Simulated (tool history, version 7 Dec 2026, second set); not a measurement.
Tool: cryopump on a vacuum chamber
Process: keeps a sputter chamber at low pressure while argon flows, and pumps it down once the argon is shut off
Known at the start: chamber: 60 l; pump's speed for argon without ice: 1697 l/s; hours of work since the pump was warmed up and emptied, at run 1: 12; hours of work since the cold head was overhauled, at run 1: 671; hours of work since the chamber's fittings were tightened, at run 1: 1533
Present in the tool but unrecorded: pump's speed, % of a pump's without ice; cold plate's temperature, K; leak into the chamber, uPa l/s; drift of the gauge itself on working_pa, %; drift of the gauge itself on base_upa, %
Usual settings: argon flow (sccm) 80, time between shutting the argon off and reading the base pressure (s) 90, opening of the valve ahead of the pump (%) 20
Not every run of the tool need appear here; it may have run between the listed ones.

run,hour,argon flow (sccm),time between shutting the argon off and reading the base pressure (s),opening of the valve ahead of the pump (%),hours of work since the pump was warmed up and emptied,hours of work since the cold head was overhauled,hours of work since the chamber's fittings were tightened,pressure while argon flows (Pa),pressure after the wait (uPa)
1,0.0,80,90,20,12,671,1533,0.3990,1.67
2,14.3,80,90,20,24,683,1545,0.4021,1.72
3,26.1,80,90,20,34,693,1556,0.4001,1.74
4,43.0,80,90,20,49,707,1570,0.4053,1.78
5,61.8,131,90,20,65,723,1586,0.6675,1.81
6,82.8,131,90,20,83,741,1604,0.6698,1.88
7,101.8,80,90,20,99,757,1620,0.4061,1.88
8,112.5,80,90,20,108,766,1629,0.4081,1.91
9,122.6,80,90,20,116,775,1638,0.4136,1.95
10,140.6,80,90,20,132,790,1653,0.4110,2.01
11,158.4,80,90,23,147,805,1668,0.3626,2.02
12,175.8,80,31,20,162,820,1683,0.4179,2.85
13,186.9,80,31,20,171,830,1692,0.4147,2.76
14,200.1,80,90,20,182,841,1703,0.4171,2.18
15,212.4,80,90,20,193,851,1714,0.4240,2.20
16,222.9,80,90,20,202,860,1723,0.4211,2.27
17,234.4,80,90,20,212,870,1733,0.4206,2.17
18,248.0,80,90,36,223,881,1744,0.2471,2.29
19,261.4,68,62,54,235,893,1756,0.1484,2.52
20,277.0,68,62,21,248,906,1769,0.3478,2.58
21,298.5,44,44,19,266,924,1787,0.2471,2.89
22,318.0,44,44,19,283,941,1804,0.2500,2.92
23,338.5,80,65,20,300,958,1821,0.4356,2.72
24,350.8,143,72,31,311,969,1832,0.5294,2.61
# hour 374.4: pump warmed up, emptied and cooled again
25,376.4,68,72,21,2,986,1849,0.3244,2.06
26,396.1,68,72,21,18,1003,1866,0.3243,2.01
27,415.6,80,37,16,35,1020,1883,0.5034,2.51
28,429.3,80,37,16,47,1031,1894,0.5039,2.58
29,443.5,64,37,38,59,1043,1906,0.1722,2.61
30,454.2,53,109,30,68,1053,1915,0.1818,2.06
31,464.7,61,90,15,77,1062,1924,0.4117,2.14
32,481.8,80,90,19,91,1076,1939,0.4303,2.15
33,497.8,80,90,19,105,1090,1952,0.4313,2.21
34,511.0,80,90,19,116,1101,1964,0.4344,2.30

Pick out some run-to-run changes in pressure while argon flows (Pa). Of each, how much would a tool without hidden state show as well, from the settings, what came in and chance, and how much is left for the hidden state and any gauge scatter not in both results compared?
Run 4 -> 5: argon flow (sccm) 80 -> 131. pressure while argon flows (Pa) +0.2622: hidden state +0.0058, all else +0.2564.
Run 6 -> 7: argon flow (sccm) 131 -> 80. pressure while argon flows (Pa) -0.2637: hidden state -0.0037, all else -0.2600.
Run 22 -> 23: argon flow (sccm) 44 -> 80, time between shutting the argon off and reading the base pressure (s) 44 -> 65, opening of the valve ahead of the pump (%) 19 -> 20. pressure while argon flows (Pa) +0.1856: hidden state +0.0187, all else +0.1669.
Run 23 -> 24: argon flow (sccm) 80 -> 143, time between shutting the argon off and reading the base pressure (s) 65 -> 72, opening of the valve ahead of the pump (%) 20 -> 31. pressure while argon flows (Pa) +0.0938: hidden state +0.0330, all else +0.0608.
Run 24 -> 25: argon flow (sccm) 143 -> 68, opening of the valve ahead of the pump (%) 31 -> 21, pump warmed up, emptied and cooled again. pressure while argon flows (Pa) -0.2050: hidden state -0.0699, all else -0.1351.
Run 28 -> 29: argon flow (sccm) 80 -> 64, opening of the valve ahead of the pump (%) 16 -> 38. pressure while argon flows (Pa) -0.3317: hidden state -0.0002, all else -0.3315.

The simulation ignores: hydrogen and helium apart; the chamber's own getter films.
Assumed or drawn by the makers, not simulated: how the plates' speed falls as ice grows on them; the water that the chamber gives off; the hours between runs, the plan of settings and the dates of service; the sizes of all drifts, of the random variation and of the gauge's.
